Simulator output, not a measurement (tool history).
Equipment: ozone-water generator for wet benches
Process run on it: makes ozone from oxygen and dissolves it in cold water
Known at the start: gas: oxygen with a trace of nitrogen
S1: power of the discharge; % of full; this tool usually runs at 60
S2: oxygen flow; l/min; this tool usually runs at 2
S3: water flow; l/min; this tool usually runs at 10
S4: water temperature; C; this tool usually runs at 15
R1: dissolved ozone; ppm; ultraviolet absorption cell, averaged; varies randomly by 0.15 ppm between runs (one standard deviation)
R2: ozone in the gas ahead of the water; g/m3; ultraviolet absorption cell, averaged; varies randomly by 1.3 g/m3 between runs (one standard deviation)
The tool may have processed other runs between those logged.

| run | day | S1 | S2 | S3 | S4 | R1 | R2 |
|---|---|---|---|---|---|---|---|
| 1 | 0 | 60 | 2 | 10 | 15 | 19.1 | 244.2 |
| 2 | 4.092 | 60 | 2 | 10 | 15 | 19.2 | 242.3 |
| 3 | 6.542 | 60 | 2 | 10 | 15 | 19.2 | 242.5 |
| 4 | 10.696 | 60 | 2 | 10 | 15 | 19.1 | 241 |
| 5 | 13.608 | 60 | 2 | 10 | 12 | 20 | 243 |
| 6 | 17.45 | 60 | 2 | 10 | 15 | 19.2 | 240.2 |
| 7 | 21.188 | 60 | 2 | 10 | 15 | 19.4 | 243.6 |
| 8 | 24.242 | 60 | 2 | 10 | 15 | 19.4 | 244.1 |
| 9 | 28.654 | 77 | 2 | 10 | 15 | 23 | 292 |
| 10 | 32.038 | 77 | 2 | 10 | 15 | 22.9 | 290.6 |
|  | 34.225 | contactor cleaned |
| 11 | 34.912 | 60 | 3.45 | 10 | 17 | 17.9 | 169.9 |
| 12 | 37.071 | 60 | 3.45 | 10 | 17 | 17.9 | 171.3 |
| 13 | 39.746 | 60 | 3.45 | 10 | 17 | 17.5 | 171.2 |
| 14 | 43.308 | 60 | 2 | 11 | 15 | 17.3 | 246.4 |
| 15 | 48.054 | 60 | 2.14 | 11 | 8 | 18.6 | 235.1 |
| 16 | 52.738 | 60 | 1.02 | 10 | 20 | 17.6 | 381.2 |
| 17 | 57.296 | 60 | 1.02 | 13 | 18 | 13.2 | 386.9 |
| 18 | 59.908 | 60 | 3.19 | 10 | 15 | 18.5 | 179.3 |

Consider 4 possible next runs. They are alternatives, not a sequence: every one starts from the tool as it was left by run 18. What does each give?
| A | 63.433 | 60 | 1.88 | 7 | 12 | ? | ? |
| B | 63.433 | 60 | 3.19 | 7 | 15 | ? | ? |
| C | 63.433 | 53 | 3.19 | 14 | 7 | ? | ? |
| D | 63.433 | 89 | 3.01 | 10 | 15 | ? | ? |

| run | R1 | R2 |
|---|---|---|
| A | 28.5 | 254.8 |
| B | 25.7 | 181.1 |
| C | 13.2 | 164.4 |
| D | 24.7 | 249.4 |
What these runs would have given with no unlogged condition in the tool:
| run | R1 | R2 |
|---|---|---|
| A | 28.6 | 250.1 |
| B | 25.7 | 177.7 |
| C | 13.2 | 161.4 |
| D | 24.8 | 244.8 |

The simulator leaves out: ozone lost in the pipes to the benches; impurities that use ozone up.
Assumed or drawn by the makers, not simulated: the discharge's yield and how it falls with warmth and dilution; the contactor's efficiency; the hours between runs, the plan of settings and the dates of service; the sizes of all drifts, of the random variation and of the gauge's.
